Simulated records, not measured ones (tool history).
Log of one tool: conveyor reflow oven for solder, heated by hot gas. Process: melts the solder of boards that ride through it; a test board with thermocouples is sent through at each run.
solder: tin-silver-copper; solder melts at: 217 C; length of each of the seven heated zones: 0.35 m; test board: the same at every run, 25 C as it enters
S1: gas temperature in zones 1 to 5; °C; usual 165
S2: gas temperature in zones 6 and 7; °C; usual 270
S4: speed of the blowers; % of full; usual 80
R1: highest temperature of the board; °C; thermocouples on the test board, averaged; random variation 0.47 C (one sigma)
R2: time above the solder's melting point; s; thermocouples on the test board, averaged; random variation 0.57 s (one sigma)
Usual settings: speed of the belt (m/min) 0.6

{"run": 1, "day": 0.0, "S1": 165, "S2": 270, "speed of the belt (m/min)": 0.6, "S4": 80, "R1": 246.8, "R2": 44.7}
{"run": 2, "day": 0.4, "S1": 166, "S2": 270, "speed of the belt (m/min)": 0.6, "S4": 80, "R1": 248.1, "R2": 46.6}
{"run": 3, "day": 1.112, "S1": 166, "S2": 270, "speed of the belt (m/min)": 0.6, "S4": 80, "R1": 247, "R2": 45.1}
{"run": 4, "day": 1.65, "S1": 166, "S2": 270, "speed of the belt (m/min)": 0.6, "S4": 80, "R1": 246.2, "R2": 44.8}
{"run": 5, "day": 2.196, "S1": 166, "S2": 270, "speed of the belt (m/min)": 0.6, "S4": 80, "R1": 247.4, "R2": 44.7}
{"run": 6, "day": 2.704, "S1": 166, "S2": 270, "speed of the belt (m/min)": 0.6, "S4": 80, "R1": 247.4, "R2": 45.8}
{"run": 7, "day": 3.229, "S1": 166, "S2": 270, "speed of the belt (m/min)": 0.6, "S4": 59, "R1": 238.2, "R2": 34.4}
{"run": 8, "day": 3.604, "S1": 158, "S2": 270, "speed of the belt (m/min)": 0.6, "S4": 80, "R1": 244.2, "R2": 41.1}
{"run": 9, "day": 3.9, "S1": 158, "S2": 270, "speed of the belt (m/min)": 0.6, "S4": 80, "R1": 244.9, "R2": 40.6}
{"run": 10, "day": 4.417, "S1": 158, "S2": 270, "speed of the belt (m/min)": 0.6, "S4": 80, "R1": 244.5, "R2": 40.7}
{"run": 11, "day": 4.946, "S1": 158, "S2": 270, "speed of the belt (m/min)": 0.6, "S4": 80, "R1": 245.4, "R2": 40.2}
{"run": 12, "day": 5.304, "S1": 158, "S2": 270, "speed of the belt (m/min)": 0.6, "S4": 80, "R1": 244.2, "R2": 40.7}
{"run": 13, "day": 5.925, "S1": 158, "S2": 269, "speed of the belt (m/min)": 0.6, "S4": 80, "R1": 242.6, "R2": 39.6}
{"run": 14, "day": 6.221, "S1": 158, "S2": 269, "speed of the belt (m/min)": 0.6, "S4": 80, "R1": 243.1, "R2": 40}
{"run": 15, "day": 6.692, "S1": 165, "S2": 277, "speed of the belt (m/min)": 0.6, "S4": 80, "R1": 252.2, "R2": 48}
{"run": 16, "day": 7.325, "S1": 165, "S2": 277, "speed of the belt (m/min)": 0.6, "S4": 80, "R1": 251.7, "R2": 48}
{"run": 17, "day": 7.996, "S1": 165, "S2": 277, "speed of the belt (m/min)": 0.6, "S4": 80, "R1": 251.6, "R2": 48.2}
{"run": 18, "day": 8.521, "S1": 165, "S2": 270, "speed of the belt (m/min)": 0.657, "S4": 80, "R1": 242.1, "R2": 35.6}
{"run": 19, "day": 8.971, "S1": 165, "S2": 274, "speed of the belt (m/min)": 0.6, "S4": 51, "R1": 235.1, "R2": 29.8}
{"run": 20, "day": 9.592, "S1": 165, "S2": 274, "speed of the belt (m/min)": 0.6, "S4": 51, "R1": 235.1, "R2": 28.9}
{"run": 21, "day": 10.262, "S1": 165, "S2": 278, "speed of the belt (m/min)": 0.6, "S4": 80, "R1": 251.3, "R2": 48.7}
{"run": 22, "day": 10.933, "S1": 165, "S2": 277, "speed of the belt (m/min)": 0.6, "S4": 53, "R1": 238, "R2": 34.4}
{"run": 23, "day": 11.421, "S1": 168, "S2": 270, "speed of the belt (m/min)": 0.61, "S4": 80, "R1": 244.2, "R2": 42.9}
{"run": 24, "day": 11.883, "S1": 168, "S2": 270, "speed of the belt (m/min)": 0.61, "S4": 80, "R1": 244.3, "R2": 43.1}
{"day": 12.179, "done": "belt drive overhauled, speed set with a stopwatch"}
{"run": 25, "day": 12.462, "S1": 165, "S2": 270, "speed of the belt (m/min)": 0.6, "S4": 80, "R1": 243.9, "R2": 43}
{"run": 26, "day": 12.758, "S1": 171, "S2": 270, "speed of the belt (m/min)": 0.64, "S4": 80, "R1": 243.6, "R2": 40.1}
{"run": 27, "day": 13.196, "S1": 165, "S2": 262, "speed of the belt (m/min)": 0.6, "S4": 80, "R1": 237.9, "R2": 35.7}
{"run": 28, "day": 13.717, "S1": 165, "S2": 262, "speed of the belt (m/min)": 0.6, "S4": 80, "R1": 237.4, "R2": 36}
{"run": 29, "day": 14.138, "S1": 165, "S2": 270, "speed of the belt (m/min)": 0.554, "S4": 57, "R1": 237.2, "R2": 37.6}
{"run": 30, "day": 14.462, "S1": 165, "S2": 270, "speed of the belt (m/min)": 0.554, "S4": 57, "R1": 238.8, "R2": 36.9}

Hidden state or all else? Some run-to-run changes of R1, split into what the settings, what came in and random variation would give without the hidden state, and what is left for the hidden state (with any gauge scatter that isn't in both results):
The hidden state here: heat that the gas passes to the board, % of a clean oven's; belt's true speed, % of the reading; true gas temperature in zones 6 and 7 over the reading, C; drift of the gauge itself on peak_c, C; drift of the gauge itself on liquid_s, %.
Run 17 -> 18: S2 277 -> 270, speed of the belt (m/min) 0.6 -> 0.657. R1 -9.5 °C: hidden state -0.2, all else -9.3.
Run 18 -> 19: S2 270 -> 274, speed of the belt (m/min) 0.657 -> 0.6, S4 80 -> 51. R1 -7 °C: hidden state +0.6, all else -7.6.
Run 20 -> 21: S2 274 -> 278, S4 51 -> 80. R1 +16.2 °C: hidden state -0.8, all else +17.
Run 21 -> 22: S2 278 -> 277, S4 80 -> 53. R1 -13.3 °C: hidden state +0.6, all else -13.9.

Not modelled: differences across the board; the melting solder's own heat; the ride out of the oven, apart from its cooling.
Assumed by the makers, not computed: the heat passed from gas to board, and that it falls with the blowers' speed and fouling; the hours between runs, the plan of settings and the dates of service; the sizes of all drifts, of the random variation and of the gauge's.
